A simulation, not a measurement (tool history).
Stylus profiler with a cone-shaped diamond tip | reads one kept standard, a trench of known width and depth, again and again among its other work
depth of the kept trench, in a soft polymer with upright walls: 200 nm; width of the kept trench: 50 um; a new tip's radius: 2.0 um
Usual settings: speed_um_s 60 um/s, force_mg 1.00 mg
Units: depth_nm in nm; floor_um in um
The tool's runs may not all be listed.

run    hour  speed_um_s  force_mg  depth_nm  floor_um
  1     0.0          60      1.00    201.09     47.66
  2    71.6          60      1.00    201.11     47.56
  3   154.3          60      1.00    201.10     47.55
  4   247.2          27      1.00    201.12     47.64
  5   287.6          27      1.00    201.02     47.65
  6   338.2          27      1.00    201.04     47.64
  7   394.4          27      1.00    200.99     47.60
  8   484.4         198      1.00    201.03     46.41
  9   557.4         198      1.00    201.02     46.48
 10   626.8         198      1.00    201.00     46.38
      632.8  -- height scale calibrated on a step standard
 11   677.2         198      1.00    200.79     46.33
 12   767.4         101      0.46    200.34     46.59
 13   843.8         101      0.46    200.34     46.58
 14   898.8         101      0.46    200.34     46.50
 15   965.5          19      2.06    201.55     47.32
 16  1008.6          66      0.43    200.30     46.78
 17  1073.0          59      0.98    200.79     46.95
     1138.8  -- height scale calibrated on a step standard, once more
 18  1143.6          23      0.84    201.04     47.21
 19  1235.8          96      2.25    202.05     46.89
 20  1311.5          96      2.25    202.05     46.90

3 ways to go on from here, each from the tool as it stands after run 20. What would each give?
  A  1357.7         144      2.12         ?         ?
  B  1357.7          61      1.42         ?         ?
  C  1357.7          19      1.29         ?         ?

run  depth_nm  floor_um
  A    201.90     46.60
  B    201.38     46.95
  C    201.38     47.10
Without the tool's hidden state the same runs would have given:
run  depth_nm  floor_um
  A    201.98     47.62
  B    201.46     47.96
  C    201.46     48.11
